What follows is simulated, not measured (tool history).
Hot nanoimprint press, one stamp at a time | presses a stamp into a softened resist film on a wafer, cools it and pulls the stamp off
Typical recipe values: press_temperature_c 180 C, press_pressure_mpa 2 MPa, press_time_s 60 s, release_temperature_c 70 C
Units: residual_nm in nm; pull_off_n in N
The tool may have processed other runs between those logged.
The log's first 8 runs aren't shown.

run	hour	press_temperature_c	press_pressure_mpa	press_time_s	release_temperature_c	hours of work since the thermocouple was calibrated	imprints on the stamp's release coat	hours of work since the press's seals were changed	residual_nm	pull_off_n
9	141.9	180	2	60	70	225	1701	451	116.9	320
10	153.5	180	2	60	70	231	1745	456	116.6	321
11	170.5	180	2	60	70	239	1809	465	116.2	316
12	193.8	180	2	60	70	251	1898	477	116.3	327
13	209.3	180	2	60	70	259	1957	484	116	332
14	227.8	180	2.24	60	70	268	2027	494	110.9	356
15	250.9	180	2	35	70	280	2114	505	134.5	342
# hour 269.3: stamp cleaned and given a new release coat
16	273.5	189	2	78	66	288	16	514	80.8	249
17	286.7	189	2	78	66	295	66	520	80.4	256
18	310	189	2	78	66	306	155	532	80.2	259
19	329.3	172	2	78	66	316	228	542	137.8	274
20	341.1	172	2	78	66	322	273	547	138.2	270
21	360.8	172	2	78	66	332	348	557	138.4	281
22	377.1	192	1.28	101	59	340	409	566	86.9	329
23	396.2	174	1.28	101	56	350	482	575	146.8	358

Run 24 has not been measured yet. What should we expect?
24	419.6	174	1.28	101	56	361	571	587	?	?

{"run 24": {"residual_nm": 146.8, "pull_off_n": 369}}
If the tool had no hidden condition, the same run with the same run-to-run variation would have returned residual_nm 147.7 nm, pull_off_n 330 N.
